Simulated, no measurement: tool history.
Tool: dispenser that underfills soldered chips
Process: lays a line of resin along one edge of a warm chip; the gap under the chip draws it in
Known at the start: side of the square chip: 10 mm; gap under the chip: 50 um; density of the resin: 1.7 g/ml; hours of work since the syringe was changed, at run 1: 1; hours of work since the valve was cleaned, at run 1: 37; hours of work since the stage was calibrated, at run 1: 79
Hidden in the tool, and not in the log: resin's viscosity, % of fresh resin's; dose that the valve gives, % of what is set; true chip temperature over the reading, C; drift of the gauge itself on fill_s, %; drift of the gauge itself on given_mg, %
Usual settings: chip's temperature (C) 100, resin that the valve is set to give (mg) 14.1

run,hour,chip's temperature (C),resin that the valve is set to give (mg),hours of work since the syringe was changed,hours of work since the valve was cleaned,hours of work since the stage was calibrated,time until the resin shows at the far edge (s),resin that the valve gave (mg)
1,0.0,100,14.1,1,37,79,69.2,13.88
2,2.9,93,14.1,2,39,81,104.7,13.91
3,5.8,93,14.1,4,41,83,122.2,13.77
# hour 7.1: new syringe of resin
4,9.6,93,14.1,2,44,86,96.7,13.89
# hour 15.2: new syringe of resin
5,15.2,100,14.1,0,47,89,66.5,13.78
6,19.4,100,14.1,3,50,92,79.7,13.83
7,21.8,100,12.3,4,52,94,95.9,11.98
# hour 23.4: new syringe of resin
8,27.0,100,12.3,2,55,97,82.3,12.08
9,29.4,100,12.3,4,57,99,91.8,12.09
# hour 31.3: new syringe of resin
10,33.1,100,13.0,1,59,101,73.6,12.70
11,38.2,100,14.1,5,62,104,95.8,13.72
# hour 39.5: dispensing valve cleaned and set on the balance
# hour 40.1: new syringe of resin
12,44.4,100,14.1,3,3,108,83.7,14.05
13,47.3,100,14.1,5,5,110,94.6,14.11
# hour 48.1: new syringe of resin
14,51.8,100,14.1,2,8,112,80.1,14.18
# hour 56.3: new syringe of resin
15,57.7,100,14.1,1,12,116,70.2,14.09
16,60.8,100,14.1,3,14,118,84.1,14.03
# hour 64.3: new syringe of resin
17,66.4,100,14.1,1,17,122,74.2,14.08
18,68.9,100,14.1,3,19,124,84.5,14.04
19,71.6,85,13.9,5,21,125,167.6,13.82
# hour 72.3: new syringe of resin
20,74.3,85,13.9,1,23,127,126.4,13.87
21,79.6,100,14.1,5,26,131,98.4,14.02
# hour 80.3: new syringe of resin
22,82.4,100,14.1,1,28,132,74.6,13.94
23,87.6,100,16.2,5,31,136,95.8,15.96
# hour 88.2: new syringe of resin
24,93.1,105,17.7,3,35,139,72.1,17.54

Run 25 comes next. What will it give?
# hour 96.1: new syringe of resin
25,97.9,97,12.8,1,38,142,?,?

Run 25 gave time until the resin shows at the far edge (s) 82.0, resin that the valve gave (mg) 12.64.
Without the tool's hidden state the same run would have given time until the resin shows at the far edge (s) 75.7, resin that the valve gave (mg) 12.82.
